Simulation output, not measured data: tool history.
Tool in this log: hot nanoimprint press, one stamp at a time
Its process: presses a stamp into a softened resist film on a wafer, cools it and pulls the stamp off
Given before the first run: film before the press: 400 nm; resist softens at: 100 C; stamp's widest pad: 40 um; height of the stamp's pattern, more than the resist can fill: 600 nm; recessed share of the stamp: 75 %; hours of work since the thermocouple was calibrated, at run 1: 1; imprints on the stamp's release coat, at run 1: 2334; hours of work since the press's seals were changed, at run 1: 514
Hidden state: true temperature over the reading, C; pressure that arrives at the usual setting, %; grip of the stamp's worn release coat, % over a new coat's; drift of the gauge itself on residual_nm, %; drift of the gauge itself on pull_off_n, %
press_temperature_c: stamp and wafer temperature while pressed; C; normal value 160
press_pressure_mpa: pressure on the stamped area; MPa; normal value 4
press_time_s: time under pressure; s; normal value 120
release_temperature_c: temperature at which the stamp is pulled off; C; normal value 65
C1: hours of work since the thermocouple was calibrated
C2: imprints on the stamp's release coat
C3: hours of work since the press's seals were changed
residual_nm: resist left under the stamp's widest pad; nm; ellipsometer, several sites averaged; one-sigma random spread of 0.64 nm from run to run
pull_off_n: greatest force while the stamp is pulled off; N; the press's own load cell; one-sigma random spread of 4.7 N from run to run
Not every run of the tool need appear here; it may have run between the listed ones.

run 1 hour=0.0 | press_temperature_c=160 press_pressure_mpa=4 press_time_s=120 release_temperature_c=65 | C1=1 C2=2334 C3=514 | residual_nm=147.1 pull_off_n=402
run 2 hour=13.4 | press_temperature_c=160 press_pressure_mpa=4 press_time_s=120 release_temperature_c=65 | C1=12 C2=2404 C3=524 | residual_nm=147.2 pull_off_n=394
run 3 hour=21.6 | press_temperature_c=160 press_pressure_mpa=4 press_time_s=120 release_temperature_c=65 | C1=18 C2=2447 C3=530 | residual_nm=145.1 pull_off_n=398
-- hour=29.6 stamp cleaned and given a new release coat
run 4 hour=40.9 | press_temperature_c=160 press_pressure_mpa=4 press_time_s=120 release_temperature_c=65 | C1=28 C2=59 C3=540 | residual_nm=145.7 pull_off_n=233
run 5 hour=52.6 | press_temperature_c=160 press_pressure_mpa=4 press_time_s=120 release_temperature_c=65 | C1=37 C2=120 C3=549 | residual_nm=146.3 pull_off_n=243
run 6 hour=63.5 | press_temperature_c=160 press_pressure_mpa=4 press_time_s=120 release_temperature_c=65 | C1=45 C2=177 C3=558 | residual_nm=145.3 pull_off_n=243
run 7 hour=75.1 | press_temperature_c=148 press_pressure_mpa=4 press_time_s=120 release_temperature_c=65 | C1=54 C2=238 C3=567 | residual_nm=295.6 pull_off_n=244
run 8 hour=93.1 | press_temperature_c=148 press_pressure_mpa=4 press_time_s=120 release_temperature_c=65 | C1=68 C2=331 C3=580 | residual_nm=293.5 pull_off_n=249
run 9 hour=104.9 | press_temperature_c=148 press_pressure_mpa=4 press_time_s=120 release_temperature_c=65 | C1=77 C2=393 C3=589 | residual_nm=294.0 pull_off_n=255
run 10 hour=124.3 | press_temperature_c=148 press_pressure_mpa=4 press_time_s=120 release_temperature_c=65 | C1=92 C2=494 C3=604 | residual_nm=291.6 pull_off_n=264
run 11 hour=140.5 | press_temperature_c=160 press_pressure_mpa=4 press_time_s=120 release_temperature_c=65 | C1=104 C2=579 C3=616 | residual_nm=142.6 pull_off_n=268
run 12 hour=157.3 | press_temperature_c=160 press_pressure_mpa=4 press_time_s=120 release_temperature_c=65 | C1=117 C2=666 C3=629 | residual_nm=143.6 pull_off_n=277
run 13 hour=168.6 | press_temperature_c=160 press_pressure_mpa=4 press_time_s=120 release_temperature_c=65 | C1=126 C2=725 C3=638 | residual_nm=142.1 pull_off_n=278
run 14 hour=182.4 | press_temperature_c=160 press_pressure_mpa=4 press_time_s=120 release_temperature_c=65 | C1=136 C2=797 C3=648 | residual_nm=142.1 pull_off_n=285
run 15 hour=196.0 | press_temperature_c=164 press_pressure_mpa=4 press_time_s=120 release_temperature_c=65 | C1=146 C2=869 C3=659 | residual_nm=108.1 pull_off_n=291
run 16 hour=205.4 | press_temperature_c=164 press_pressure_mpa=4 press_time_s=120 release_temperature_c=65 | C1=154 C2=917 C3=666 | residual_nm=107.4 pull_off_n=284
run 17 hour=218.4 | press_temperature_c=163 press_pressure_mpa=4 press_time_s=120 release_temperature_c=65 | C1=164 C2=985 C3=676 | residual_nm=115.2 pull_off_n=292
run 18 hour=235.3 | press_temperature_c=163 press_pressure_mpa=4 press_time_s=120 release_temperature_c=65 | C1=177 C2=1074 C3=689 | residual_nm=114.5 pull_off_n=285

The next listed run, before its measurement:
run 19 hour=249.2 | press_temperature_c=160 press_pressure_mpa=4 press_time_s=103 release_temperature_c=65 | C1=187 C2=1146 C3=700 | residual_nm=? pull_off_n=?

{"run 19": {"residual_nm": 149.9, "pull_off_n": 304}}
Take away the tool's hidden state, keep the run-to-run variation as it was, and the same run would have given residual_nm 157.8 nm, pull_off_n 230 N.
